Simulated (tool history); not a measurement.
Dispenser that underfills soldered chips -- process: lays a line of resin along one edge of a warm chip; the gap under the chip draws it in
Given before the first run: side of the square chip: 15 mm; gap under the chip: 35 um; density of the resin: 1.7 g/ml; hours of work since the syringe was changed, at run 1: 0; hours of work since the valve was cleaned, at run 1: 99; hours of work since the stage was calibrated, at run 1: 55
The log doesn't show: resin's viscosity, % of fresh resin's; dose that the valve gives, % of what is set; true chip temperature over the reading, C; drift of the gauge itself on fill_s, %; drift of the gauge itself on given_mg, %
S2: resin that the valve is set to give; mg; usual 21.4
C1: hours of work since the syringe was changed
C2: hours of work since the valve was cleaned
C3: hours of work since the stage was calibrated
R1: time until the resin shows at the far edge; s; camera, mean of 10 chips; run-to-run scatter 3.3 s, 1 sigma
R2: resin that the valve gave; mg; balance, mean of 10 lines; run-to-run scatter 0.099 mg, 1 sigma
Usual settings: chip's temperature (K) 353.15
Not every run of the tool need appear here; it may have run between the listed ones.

{"run": 1, "hour": 0.0, "chip's temperature (K)": 353.15, "S2": 21.4, "C1": 0, "C2": 99, "C3": 55, "R1": 338.1, "R2": 19.34}
{"run": 2, "hour": 3.4, "chip's temperature (K)": 353.15, "S2": 21.4, "C1": 3, "C2": 102, "C3": 57, "R1": 402.7, "R2": 19.16}
{"run": 3, "hour": 6.8, "chip's temperature (K)": 353.15, "S2": 21.4, "C1": 5, "C2": 104, "C3": 59, "R1": 475.4, "R2": 19.2}
{"hour": 8.5, "done": "new syringe of resin"}
{"run": 4, "hour": 11.8, "chip's temperature (K)": 353.15, "S2": 21.4, "C1": 2, "C2": 107, "C3": 63, "R1": 400.9, "R2": 18.99}
{"run": 5, "hour": 17.0, "chip's temperature (K)": 353.15, "S2": 24.9, "C1": 6, "C2": 111, "C3": 66, "R1": 506, "R2": 22.05}
{"hour": 17.5, "done": "new syringe of resin"}
{"run": 6, "hour": 21.1, "chip's temperature (K)": 353.15, "S2": 24.9, "C1": 2, "C2": 114, "C3": 69, "R1": 390, "R2": 22.16}
{"hour": 24.4, "done": "dispensing valve cleaned and set on the balance"}
{"run": 7, "hour": 26.1, "chip's temperature (K)": 353.15, "S2": 24.9, "C1": 5, "C2": 1, "C3": 72, "R1": 474.4, "R2": 24.78}
{"hour": 27.8, "done": "new syringe of resin"}
{"run": 8, "hour": 29.0, "chip's temperature (K)": 353.15, "S2": 21.4, "C1": 1, "C2": 3, "C3": 73, "R1": 356.5, "R2": 21.35}
{"run": 9, "hour": 32.0, "chip's temperature (K)": 353.15, "S2": 19.7, "C1": 3, "C2": 5, "C3": 76, "R1": 410.5, "R2": 19.56}
{"run": 10, "hour": 35.8, "chip's temperature (K)": 353.15, "S2": 19.7, "C1": 6, "C2": 8, "C3": 78, "R1": 489.8, "R2": 19.51}
{"hour": 36.7, "done": "new syringe of resin"}
{"run": 11, "hour": 40.8, "chip's temperature (K)": 353.15, "S2": 19.7, "C1": 3, "C2": 11, "C3": 81, "R1": 414.4, "R2": 19.38}
{"run": 12, "hour": 45.2, "chip's temperature (K)": 353.15, "S2": 19.7, "C1": 6, "C2": 14, "C3": 84, "R1": 517, "R2": 19.45}
{"hour": 46.0, "done": "new syringe of resin"}
{"run": 13, "hour": 48.9, "chip's temperature (K)": 353.15, "S2": 19.7, "C1": 2, "C2": 16, "C3": 87, "R1": 405.8, "R2": 19.35}
{"run": 14, "hour": 53.0, "chip's temperature (K)": 353.15, "S2": 21.4, "C1": 5, "C2": 19, "C3": 90, "R1": 477.8, "R2": 21.11}
{"hour": 55.0, "done": "new syringe of resin"}
{"run": 15, "hour": 57.1, "chip's temperature (K)": 344.15, "S2": 21.4, "C1": 1, "C2": 22, "C3": 92, "R1": 572.1, "R2": 20.82}
{"run": 16, "hour": 62.3, "chip's temperature (K)": 344.15, "S2": 21.4, "C1": 5, "C2": 25, "C3": 96, "R1": 716.8, "R2": 20.95}
{"hour": 64.2, "done": "new syringe of resin"}
{"run": 17, "hour": 65.7, "chip's temperature (K)": 360.15, "S2": 21.4, "C1": 1, "C2": 28, "C3": 98, "R1": 265.9, "R2": 20.83}
{"run": 18, "hour": 68.6, "chip's temperature (K)": 360.15, "S2": 21.4, "C1": 3, "C2": 30, "C3": 100, "R1": 307.9, "R2": 20.72}
{"run": 19, "hour": 71.1, "chip's temperature (K)": 353.15, "S2": 21.4, "C1": 5, "C2": 31, "C3": 102, "R1": 468, "R2": 20.61}
{"hour": 73.2, "done": "new syringe of resin"}
{"run": 20, "hour": 73.8, "chip's temperature (K)": 349.15, "S2": 21.4, "C1": 0, "C2": 33, "C3": 103, "R1": 418, "R2": 20.71}
{"run": 21, "hour": 76.6, "chip's temperature (K)": 349.15, "S2": 21.4, "C1": 2, "C2": 35, "C3": 105, "R1": 472.4, "R2": 20.62}
{"run": 22, "hour": 81.6, "chip's temperature (K)": 360.15, "S2": 26, "C1": 6, "C2": 38, "C3": 109, "R1": 359.1, "R2": 25.08}
{"hour": 82.2, "done": "new syringe of resin"}
{"run": 23, "hour": 85.8, "chip's temperature (K)": 360.15, "S2": 26, "C1": 2, "C2": 41, "C3": 111, "R1": 289.2, "R2": 24.96}
{"run": 24, "hour": 90.0, "chip's temperature (K)": 358.15, "S2": 19, "C1": 5, "C2": 44, "C3": 114, "R1": 411.1, "R2": 18.29}
{"hour": 91.3, "done": "new syringe of resin"}
{"run": 25, "hour": 95.1, "chip's temperature (K)": 353.15, "S2": 18.8, "C1": 3, "C2": 47, "C3": 118, "R1": 415, "R2": 17.93}
{"run": 26, "hour": 97.3, "chip's temperature (K)": 367.15, "S2": 21.4, "C1": 4, "C2": 49, "C3": 119, "R1": 248.3, "R2": 20.2}
{"run": 27, "hour": 99.6, "chip's temperature (K)": 367.15, "S2": 21.4, "C1": 6, "C2": 50, "C3": 121, "R1": 274.2, "R2": 20.25}
{"hour": 100.5, "done": "new syringe of resin"}
{"run": 28, "hour": 103.0, "chip's temperature (K)": 367.15, "S2": 21.4, "C1": 2, "C2": 53, "C3": 123, "R1": 211.1, "R2": 20.21}
{"run": 29, "hour": 107.2, "chip's temperature (K)": 367.15, "S2": 21.4, "C1": 5, "C2": 55, "C3": 126, "R1": 254.8, "R2": 20.32}
{"hour": 109.6, "done": "new syringe of resin"}
{"run": 30, "hour": 111.2, "chip's temperature (K)": 367.15, "S2": 20.5, "C1": 1, "C2": 58, "C3": 128, "R1": 205.2, "R2": 19.22}
{"run": 31, "hour": 115.7, "chip's temperature (K)": 358.15, "S2": 27, "C1": 4, "C2": 61, "C3": 132, "R1": 356.4, "R2": 25.23}
{"hour": 118.9, "done": "new syringe of resin"}
{"run": 32, "hour": 119.3, "chip's temperature (K)": 347.15, "S2": 21, "C1": 0, "C2": 63, "C3": 134, "R1": 459.2, "R2": 19.74}

Run 33, settings as shown, results not yet in. Your forecast:
{"run": 33, "hour": 124.5, "chip's temperature (K)": 355.15, "S2": 24.1, "C1": 4, "C2": 67, "C3": 137, "R1": "?", "R2": "?"}

Run 33 yielded R1 406.3 s, R2 22.36 mg.
With the hidden condition absent and the run-to-run variation left alone, this run would have shown R1 301.5 s, R2 23.94 mg.
